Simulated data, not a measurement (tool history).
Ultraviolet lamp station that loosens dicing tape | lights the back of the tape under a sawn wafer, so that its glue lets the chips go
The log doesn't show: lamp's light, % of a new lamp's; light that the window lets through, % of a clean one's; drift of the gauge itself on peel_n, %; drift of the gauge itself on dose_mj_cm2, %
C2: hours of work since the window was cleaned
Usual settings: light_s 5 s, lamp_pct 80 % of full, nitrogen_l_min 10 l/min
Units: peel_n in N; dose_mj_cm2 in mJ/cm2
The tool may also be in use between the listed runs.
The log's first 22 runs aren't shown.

run 23 hour=165.5 | light_s=8 lamp_pct=62 nitrogen_l_min=7 | hours_of_work_of_the_lamp=373 C2=162 | peel_n=0.331 dose_mj_cm2=492
run 24 hour=175.6 | light_s=5 lamp_pct=86 nitrogen_l_min=9 | hours_of_work_of_the_lamp=380 C2=169 | peel_n=0.392 dose_mj_cm2=426
run 25 hour=182.3 | light_s=4 lamp_pct=80 nitrogen_l_min=9 | hours_of_work_of_the_lamp=385 C2=174 | peel_n=0.831 dose_mj_cm2=317
run 26 hour=191.4 | light_s=4 lamp_pct=80 nitrogen_l_min=9 | hours_of_work_of_the_lamp=391 C2=181 | peel_n=0.805 dose_mj_cm2=317
run 27 hour=198.9 | light_s=3 lamp_pct=76 nitrogen_l_min=6 | hours_of_work_of_the_lamp=397 C2=186 | peel_n=2.131 dose_mj_cm2=227
run 28 hour=205.9 | light_s=5 lamp_pct=73 nitrogen_l_min=15 | hours_of_work_of_the_lamp=402 C2=191 | peel_n=0.35 dose_mj_cm2=362
run 29 hour=211.1 | light_s=5 lamp_pct=73 nitrogen_l_min=15 | hours_of_work_of_the_lamp=406 C2=195 | peel_n=0.361 dose_mj_cm2=360
run 30 hour=221.2 | light_s=4 lamp_pct=73 nitrogen_l_min=15 | hours_of_work_of_the_lamp=413 C2=202 | peel_n=0.655 dose_mj_cm2=288
run 31 hour=226.9 | light_s=5 lamp_pct=80 nitrogen_l_min=10 | hours_of_work_of_the_lamp=417 C2=206 | peel_n=0.45 dose_mj_cm2=393
run 32 hour=235.5 | light_s=5 lamp_pct=75 nitrogen_l_min=15 | hours_of_work_of_the_lamp=423 C2=213 | peel_n=0.342 dose_mj_cm2=365
run 33 hour=240.3 | light_s=5 lamp_pct=79 nitrogen_l_min=6 | hours_of_work_of_the_lamp=427 C2=216 | peel_n=0.762 dose_mj_cm2=389
run 34 hour=248.1 | light_s=3 lamp_pct=82 nitrogen_l_min=18 | hours_of_work_of_the_lamp=432 C2=222 | peel_n=0.852 dose_mj_cm2=235

4 ways to go on from here, each from the tool as it stands after run 34. What would each give?
run A hour=256.5 | light_s=4 lamp_pct=80 nitrogen_l_min=10 | hours_of_work_of_the_lamp=438 C2=228 | peel_n=? dose_mj_cm2=?
run B hour=256.5 | light_s=2 lamp_pct=69 nitrogen_l_min=4 | hours_of_work_of_the_lamp=438 C2=228 | peel_n=? dose_mj_cm2=?
run C hour=256.5 | light_s=3 lamp_pct=82 nitrogen_l_min=3 | hours_of_work_of_the_lamp=438 C2=228 | peel_n=? dose_mj_cm2=?
run D hour=256.5 | light_s=4 lamp_pct=70 nitrogen_l_min=4 | hours_of_work_of_the_lamp=438 C2=228 | peel_n=? dose_mj_cm2=?

run=A peel_n=0.775 dose_mj_cm2=312
run=B peel_n=4.285 dose_mj_cm2=134
run=C peel_n=2.876 dose_mj_cm2=237
run=D peel_n=2.043 dose_mj_cm2=269
Without the tool's hidden state the same runs would have given:
run=A peel_n=0.527 dose_mj_cm2=365
run=B peel_n=3.791 dose_mj_cm2=157
run=C peel_n=2.375 dose_mj_cm2=277
run=D peel_n=1.605 dose_mj_cm2=315

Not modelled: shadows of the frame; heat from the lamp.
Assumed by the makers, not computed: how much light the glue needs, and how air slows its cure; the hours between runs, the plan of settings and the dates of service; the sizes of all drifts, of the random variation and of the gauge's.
